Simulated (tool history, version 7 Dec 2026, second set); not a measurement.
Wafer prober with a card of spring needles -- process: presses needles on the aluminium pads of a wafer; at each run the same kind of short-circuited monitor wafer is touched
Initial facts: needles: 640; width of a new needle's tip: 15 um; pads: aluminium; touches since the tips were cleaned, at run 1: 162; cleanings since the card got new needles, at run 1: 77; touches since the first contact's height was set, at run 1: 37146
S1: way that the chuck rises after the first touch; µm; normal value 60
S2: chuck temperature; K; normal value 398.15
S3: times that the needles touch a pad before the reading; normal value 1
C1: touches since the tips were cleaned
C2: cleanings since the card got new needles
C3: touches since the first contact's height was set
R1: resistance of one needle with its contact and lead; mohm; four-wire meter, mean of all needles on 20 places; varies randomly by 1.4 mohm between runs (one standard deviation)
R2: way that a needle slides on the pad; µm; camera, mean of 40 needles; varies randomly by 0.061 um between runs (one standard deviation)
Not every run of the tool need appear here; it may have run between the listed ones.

run,hour,S1,S2,S3,C1,C2,C3,R1,R2
1,0,60,398.15,1,162,77,37146,134,14.24
# hour 7.3: tips cleaned on abrasive film
2,14.3,60,398.15,1,2086,78,41394,179,14.01
# hour 16.1: tips cleaned on abrasive film
# hour 24.8: tips cleaned on abrasive film
# hour 32.7: tips cleaned on abrasive film
3,35.6,60,398.15,1,871,81,47698,139,13.89
# hour 40.3: tips cleaned on abrasive film
# hour 47.9: tips cleaned on abrasive film
4,47.9,60,398.15,1,0,83,51333,135,13.92
# hour 56: tips cleaned on abrasive film
5,59.1,60,398.15,2,959,84,54672,139,13.92
# hour 63.7: tips cleaned on abrasive film
# hour 72.3: tips cleaned on abrasive film
# hour 80: tips cleaned on abrasive film
6,82.7,60,398.15,1,813,87,61654,145,13.85
# hour 88.8: tips cleaned on abrasive film
7,94.7,60,340.15,1,1743,88,65197,152,13.83
# hour 96.5: tips cleaned on abrasive film
# hour 104.7: tips cleaned on abrasive film
# hour 112.2: tips cleaned on abrasive film
8,112.7,60,340.15,1,149,91,70511,130,13.67
# hour 119.4: tips cleaned on abrasive film
# hour 127.1: tips cleaned on abrasive film
9,128.9,60,354.15,1,525,93,75312,138,13.62
# hour 134.6: tips cleaned on abrasive film
# hour 134.9: height of the first contact set anew
# hour 140: tips cleaned on abrasive film, once more
# hour 148.7: tips cleaned on abrasive film
10,153.5,60,354.15,1,1441,96,5500,145,14.69
# hour 156.6: tips cleaned on abrasive film
# hour 164.9: tips cleaned on abrasive film
11,169.2,60,354.15,1,1272,98,10145,142,14.62
# hour 173.6: tips cleaned on abrasive film
# hour 181.8: tips cleaned on abrasive film
# hour 189.7: tips cleaned on abrasive film
12,189.7,60,354.15,1,0,101,16196,125,14.41
# hour 197.8: tips cleaned on abrasive film
# hour 205.1: tips cleaned on abrasive film
# hour 212.5: tips cleaned on abrasive film
13,212.5,60,354.15,1,0,104,22943,126,14.37
# hour 220.8: tips cleaned on abrasive film
14,225.1,60,354.15,1,1277,105,26704,146,14.4
# hour 228.7: tips cleaned on abrasive film
# hour 237.5: tips cleaned on abrasive film
# hour 244.7: tips cleaned on abrasive film
15,245.4,54,398.15,1,195,108,32695,139,12.77
# hour 252.5: tips cleaned on abrasive film
# hour 260.7: tips cleaned on abrasive film
16,264.2,60,344.15,1,1052,110,38291,142,14.26
# hour 268.9: tips cleaned on abrasive film
# hour 276.2: tips cleaned on abrasive film
# hour 284.3: tips cleaned on abrasive film
17,286.7,60,307.15,1,727,113,44927,134,14.08
# hour 291.4: tips cleaned on abrasive film
# hour 298.7: tips cleaned on abrasive film
18,298.7,57,389.15,1,0,115,48469,131,13.35
# hour 306.5: tips cleaned on abrasive film
# hour 314.3: tips cleaned on abrasive film
19,314.3,57,389.15,1,0,117,53094,135,13.42
# hour 322.3: tips cleaned on abrasive film
20,327.4,57,389.15,1,1537,118,56992,157,13.3
# hour 331: tips cleaned on abrasive film
# hour 338.7: tips cleaned on abrasive film
21,341.1,57,389.15,1,740,120,61044,148,13.23
# hour 346.1: tips cleaned on abrasive film
# hour 355: tips cleaned on abrasive film
22,358.1,57,389.15,1,945,122,66074,151,13.23
# hour 363.1: tips cleaned on abrasive film
# hour 371.1: tips cleaned on abrasive film
23,376.6,57,341.15,1,1638,124,71546,154,13.21
# hour 379.9: tips cleaned on abrasive film
# hour 388.8: tips cleaned on abrasive film
24,394.1,67,398.15,1,1589,126,76750,149,15.46
# hour 396: tips cleaned on abrasive film
# hour 396.3: height of the first contact set anew
# hour 404.3: tips cleaned on abrasive film
# hour 412.6: tips cleaned on abrasive film
25,413.1,67,398.15,1,131,129,4969,132,16.34
# hour 420: tips cleaned on abrasive film
26,426.6,60,321.15,1,1968,130,8990,155,14.52
# hour 428.4: tips cleaned on abrasive film
# hour 435.7: tips cleaned on abrasive film
# hour 443.4: tips cleaned on abrasive film
27,449.3,60,321.15,1,1747,133,15710,150,14.6
# hour 452.4: tips cleaned on abrasive film
# hour 459.9: tips cleaned on abrasive film
28,459.9,60,321.15,1,0,135,18837,123,14.33
# hour 468.5: tips cleaned on abrasive film
# hour 476.6: tips cleaned on abrasive film
29,480.1,60,321.15,1,1069,137,24840,142,14.46

Branching from run 29: 4 alternative next runs. What would each branch give?
# hour 484.9: tips cleaned on abrasive film
# hour 493.3: tips cleaned on abrasive film
# hour 500.6: tips cleaned on abrasive film
A,500.6,51,321.15,1,0,140,30878,?,?
# hour 484.9: tips cleaned on abrasive film
# hour 493.3: tips cleaned on abrasive film
# hour 500.6: tips cleaned on abrasive film
B,500.6,76,321.15,1,0,140,30878,?,?
# hour 484.9: tips cleaned on abrasive film
# hour 493.3: tips cleaned on abrasive film
# hour 500.6: tips cleaned on abrasive film
C,500.6,43,384.15,2,0,140,30878,?,?
# hour 484.9: tips cleaned on abrasive film
# hour 493.3: tips cleaned on abrasive film
# hour 500.6: tips cleaned on abrasive film
D,500.6,60,398.15,3,0,140,30878,?,?

run,R1,R2
A,126,12.07
B,118,18.32
C,138,10.11
D,133,14.36
The same runs, with their run-to-run variation unchanged, on a tool lacking any hidden condition would have given:
run,R1,R2
A,118,12.4
B,114,18.66
C,129,10.44
D,128,14.69

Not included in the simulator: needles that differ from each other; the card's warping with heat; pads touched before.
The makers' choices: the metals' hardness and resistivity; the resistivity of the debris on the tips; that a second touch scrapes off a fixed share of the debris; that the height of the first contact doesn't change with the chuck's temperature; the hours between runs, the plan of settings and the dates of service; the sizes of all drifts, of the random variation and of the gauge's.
